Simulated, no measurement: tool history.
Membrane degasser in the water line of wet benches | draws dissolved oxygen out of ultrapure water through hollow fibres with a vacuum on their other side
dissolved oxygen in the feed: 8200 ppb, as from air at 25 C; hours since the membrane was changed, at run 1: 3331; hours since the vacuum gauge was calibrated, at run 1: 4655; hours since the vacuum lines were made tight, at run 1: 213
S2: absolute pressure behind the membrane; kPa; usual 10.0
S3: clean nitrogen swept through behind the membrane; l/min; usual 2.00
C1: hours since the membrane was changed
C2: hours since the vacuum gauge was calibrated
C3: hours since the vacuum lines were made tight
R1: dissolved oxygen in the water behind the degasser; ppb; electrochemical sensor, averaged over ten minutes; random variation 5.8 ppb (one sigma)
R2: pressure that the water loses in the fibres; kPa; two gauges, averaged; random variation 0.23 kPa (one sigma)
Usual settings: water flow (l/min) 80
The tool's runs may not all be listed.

{"run": 1, "hour": 0.0, "water flow (l/min)": 80, "S2": 10.0, "S3": 2.0, "C1": 3331, "C2": 4655, "C3": 213, "R1": 584.4, "R2": 58.39}
{"run": 2, "hour": 322.7, "water flow (l/min)": 80, "S2": 10.0, "S3": 2.0, "C1": 3653, "C2": 4978, "C3": 536, "R1": 586.3, "R2": 59.09}
{"run": 3, "hour": 542.5, "water flow (l/min)": 80, "S2": 10.0, "S3": 2.0, "C1": 3873, "C2": 5198, "C3": 756, "R1": 596.7, "R2": 58.82}
{"run": 4, "hour": 675.0, "water flow (l/min)": 80, "S2": 10.0, "S3": 2.0, "C1": 4006, "C2": 5330, "C3": 888, "R1": 584.7, "R2": 58.95}
{"hour": 698.7, "done": "vacuum gauge calibrated"}
{"run": 5, "hour": 845.4, "water flow (l/min)": 108, "S2": 10.0, "S3": 2.0, "C1": 4176, "C2": 147, "C3": 1058, "R1": 831.7, "R2": 79.16}
{"run": 6, "hour": 1060.5, "water flow (l/min)": 108, "S2": 10.0, "S3": 2.0, "C1": 4391, "C2": 362, "C3": 1273, "R1": 824.1, "R2": 79.37}
{"run": 7, "hour": 1365.0, "water flow (l/min)": 80, "S2": 10.0, "S3": 3.99, "C1": 4695, "C2": 666, "C3": 1578, "R1": 367.4, "R2": 58.75}
{"run": 8, "hour": 1642.2, "water flow (l/min)": 80, "S2": 10.6, "S3": 2.0, "C1": 4972, "C2": 944, "C3": 1855, "R1": 635.5, "R2": 58.81}
{"run": 9, "hour": 1949.9, "water flow (l/min)": 77, "S2": 10.6, "S3": 2.7, "C1": 5280, "C2": 1251, "C3": 2162, "R1": 506.1, "R2": 56.71}
{"run": 10, "hour": 2215.4, "water flow (l/min)": 77, "S2": 10.6, "S3": 2.7, "C1": 5546, "C2": 1517, "C3": 2428, "R1": 497.0, "R2": 57.17}
{"run": 11, "hour": 2423.0, "water flow (l/min)": 52, "S2": 19.3, "S3": 2.14, "C1": 5753, "C2": 1724, "C3": 2636, "R1": 813.4, "R2": 38.66}
{"hour": 2477.6, "done": "vacuum gauge calibrated, once more"}
{"run": 12, "hour": 2618.3, "water flow (l/min)": 52, "S2": 19.3, "S3": 2.14, "C1": 5948, "C2": 141, "C3": 2830, "R1": 785.8, "R2": 38.67}
{"run": 13, "hour": 2894.9, "water flow (l/min)": 89, "S2": 23.4, "S3": 3.77, "C1": 6225, "C2": 417, "C3": 3107, "R1": 1024.8, "R2": 66.7}

Forecast each of these 4 alternatives for the next run:
{"run": "A", "hour": 3165.3, "water flow (l/min)": 80, "S2": 10.0, "S3": 2.35, "C1": 6495, "C2": 688, "C3": 3377, "R1": "?", "R2": "?"}
{"run": "B", "hour": 3165.3, "water flow (l/min)": 49, "S2": 20.3, "S3": 2.0, "C1": 6495, "C2": 688, "C3": 3377, "R1": "?", "R2": "?"}
{"run": "C", "hour": 3165.3, "water flow (l/min)": 93, "S2": 13.8, "S3": 1.43, "C1": 6495, "C2": 688, "C3": 3377, "R1": "?", "R2": "?"}
{"run": "D", "hour": 3165.3, "water flow (l/min)": 89, "S2": 16.4, "S3": 3.77, "C1": 6495, "C2": 688, "C3": 3377, "R1": "?", "R2": "?"}

run=A R1=526.5 R2=59.50
run=B R1=835.4 R2=36.74
run=C R1=1199.2 R2=68.95
run=D R1=732.8 R2=66.48
Without the tool's hidden state the same runs would have given:
run=A R1=513.8 R2=56.82
run=B R1=833.6 R2=35.09
run=C R1=1183.7 R2=65.85
run=D R1=715.6 R2=63.49
